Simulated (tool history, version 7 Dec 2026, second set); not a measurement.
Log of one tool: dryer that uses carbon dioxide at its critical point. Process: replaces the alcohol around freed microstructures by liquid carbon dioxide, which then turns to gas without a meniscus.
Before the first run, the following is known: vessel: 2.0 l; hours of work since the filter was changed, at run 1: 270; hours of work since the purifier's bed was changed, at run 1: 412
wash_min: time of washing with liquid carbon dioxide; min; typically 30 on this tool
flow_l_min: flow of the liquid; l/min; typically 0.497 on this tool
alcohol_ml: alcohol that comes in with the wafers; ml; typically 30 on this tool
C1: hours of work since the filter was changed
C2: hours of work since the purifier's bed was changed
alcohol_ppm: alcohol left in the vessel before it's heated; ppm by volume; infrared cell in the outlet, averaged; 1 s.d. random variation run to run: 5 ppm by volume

run 1 hour=0 | wash_min=30 flow_l_min=0.497 alcohol_ml=30 | C1=270 C2=412 | alcohol_ppm=172
run 2 hour=26.7 | wash_min=24 flow_l_min=0.497 alcohol_ml=30 | C1=289 C2=431 | alcohol_ppm=257
run 3 hour=52.5 | wash_min=30 flow_l_min=0.497 alcohol_ml=33 | C1=307 C2=450 | alcohol_ppm=176
run 4 hour=67.7 | wash_min=30 flow_l_min=0.497 alcohol_ml=33 | C1=318 C2=460 | alcohol_ppm=185
run 5 hour=92.5 | wash_min=30 flow_l_min=0.497 alcohol_ml=33 | C1=335 C2=478 | alcohol_ppm=184
run 6 hour=115.9 | wash_min=30 flow_l_min=0.497 alcohol_ml=33 | C1=352 C2=495 | alcohol_ppm=199
run 7 hour=143.5 | wash_min=30 flow_l_min=0.497 alcohol_ml=33 | C1=372 C2=514 | alcohol_ppm=213
run 8 hour=179.4 | wash_min=30 flow_l_min=0.497 alcohol_ml=33 | C1=397 C2=540 | alcohol_ppm=222
run 9 hour=212.4 | wash_min=30 flow_l_min=0.517 alcohol_ml=33 | C1=421 C2=563 | alcohol_ppm=213
run 10 hour=231.6 | wash_min=30 flow_l_min=0.517 alcohol_ml=33 | C1=434 C2=577 | alcohol_ppm=221
-- hour=242.7 inlet filter changed
run 11 hour=249.5 | wash_min=30 flow_l_min=0.517 alcohol_ml=33 | C1=5 C2=589 | alcohol_ppm=188
-- hour=258.8 purifier's bed changed
run 12 hour=282.7 | wash_min=31 flow_l_min=0.647 alcohol_ml=65 | C1=26 C2=17 | alcohol_ppm=2
run 13 hour=299.5 | wash_min=31 flow_l_min=0.647 alcohol_ml=65 | C1=38 C2=29 | alcohol_ppm=19
run 14 hour=314.5 | wash_min=27 flow_l_min=0.481 alcohol_ml=44 | C1=49 C2=40 | alcohol_ppm=91
run 15 hour=348.5 | wash_min=26 flow_l_min=0.389 alcohol_ml=94 | C1=73 C2=64 | alcohol_ppm=593
run 16 hour=374.6 | wash_min=32 flow_l_min=0.662 alcohol_ml=30 | C1=92 C2=82 | alcohol_ppm=38
run 17 hour=400.8 | wash_min=30 flow_l_min=0.743 alcohol_ml=45 | C1=110 C2=101 | alcohol_ppm=44
run 18 hour=424.7 | wash_min=30 flow_l_min=0.642 alcohol_ml=71 | C1=127 C2=118 | alcohol_ppm=50

Measured minus without-hidden-state, run by run (identical run-to-run variation in each term; gauge scatter may differ):
Hidden state present: flow that reaches the vessel past the clogged filter, %; alcohol in the recycled carbon dioxide, ppm; drift of the gauge itself on alcohol_ppm, %.
run=1 alcohol_ppm=+135
run=2 alcohol_ppm=+185
run=3 alcohol_ppm=+154
run=4 alcohol_ppm=+157
run=5 alcohol_ppm=+164
run=6 alcohol_ppm=+174
run=7 alcohol_ppm=+182
run=8 alcohol_ppm=+193
run=9 alcohol_ppm=+195
run=10 alcohol_ppm=+201
run=11 alcohol_ppm=+163
run=12 alcohol_ppm=+2
run=13 alcohol_ppm=+10
run=14 alcohol_ppm=+21
run=15 alcohol_ppm=+95
run=16 alcohol_ppm=+26
run=17 alcohol_ppm=+31
run=18 alcohol_ppm=+39
